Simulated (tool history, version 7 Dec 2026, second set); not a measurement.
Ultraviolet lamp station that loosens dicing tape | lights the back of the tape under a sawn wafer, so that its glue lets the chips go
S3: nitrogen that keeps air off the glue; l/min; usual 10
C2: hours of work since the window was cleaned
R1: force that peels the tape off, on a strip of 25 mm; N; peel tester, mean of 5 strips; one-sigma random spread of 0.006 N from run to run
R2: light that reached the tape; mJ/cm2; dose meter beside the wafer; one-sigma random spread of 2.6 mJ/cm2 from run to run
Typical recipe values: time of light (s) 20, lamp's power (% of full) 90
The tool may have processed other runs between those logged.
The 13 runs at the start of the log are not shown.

Run 14, hour 109.7: usual settings but lamp's power (% of full) 89; hours of work of the lamp 146; C2 72. Result: R1 0.215 N, R2 298 mJ/cm2.
Run 15, hour 118.4: usual settings but lamp's power (% of full) 89; hours of work of the lamp 153; C2 79. Result: R1 0.241 N, R2 300 mJ/cm2.
Run 16, hour 123.4: usual settings but lamp's power (% of full) 89; hours of work of the lamp 156; C2 82. Result: R1 0.229 N, R2 296 mJ/cm2.
Run 17, hour 129.6: usual settings but S3 5 l/min; hours of work of the lamp 161; C2 87. Result: R1 0.367 N, R2 297 mJ/cm2.
Run 18, hour 135.8: usual settings but S3 5 l/min; hours of work of the lamp 165; C2 91. Result: R1 0.406 N, R2 297 mJ/cm2.
Run 19, hour 141.7: usual settings but lamp's power (% of full) 91; hours of work of the lamp 170; C2 96. Result: R1 0.219 N, R2 300 mJ/cm2.
Run 20, hour 147.3: usual settings but lamp's power (% of full) 91; hours of work of the lamp 174; C2 100. Result: R1 0.223 N, R2 300 mJ/cm2.
Run 21, hour 153.9: usual settings but lamp's power (% of full) 68; hours of work of the lamp 179; C2 105. Result: R1 0.457 N, R2 221 mJ/cm2.
Run 22, hour 164.4: usual settings but time of light (s) 14; hours of work of the lamp 187; C2 112. Result: R1 0.589 N, R2 205 mJ/cm2.
Run 23, hour 171.9: usual settings but time of light (s) 30; hours of work of the lamp 192; C2 118. Result: R1 0.104 N, R2 438 mJ/cm2.
Run 24, hour 178.3: usual settings but time of light (s) 37, lamp's power (% of full) 95; hours of work of the lamp 197; C2 123. Result: R1 0.085 N, R2 564 mJ/cm2.
Run 25, hour 184.7: usual settings but time of light (s) 37, lamp's power (% of full) 72, S3 20 l/min; hours of work of the lamp 201; C2 127. Result: R1 0.079 N, R2 421 mJ/cm2.
Run 26, hour 192.4: usual settings but time of light (s) 23, lamp's power (% of full) 78, S3 15 l/min; hours of work of the lamp 207; C2 133. Result: R1 0.197 N, R2 289 mJ/cm2.

Run 27, settings as shown, results not yet in. Your forecast:
Run 27, hour 202: usual settings but time of light (s) 23, lamp's power (% of full) 78, S3 15 l/min; hours of work of the lamp 214; C2 140. Result: R1 ?, R2 ?.

R1: 0.193 N
R2: 284 mJ/cm2
If the tool had no hidden condition, the same run with the same run-to-run variation would have returned R1 0.127 N, R2 338 mJ/cm2.
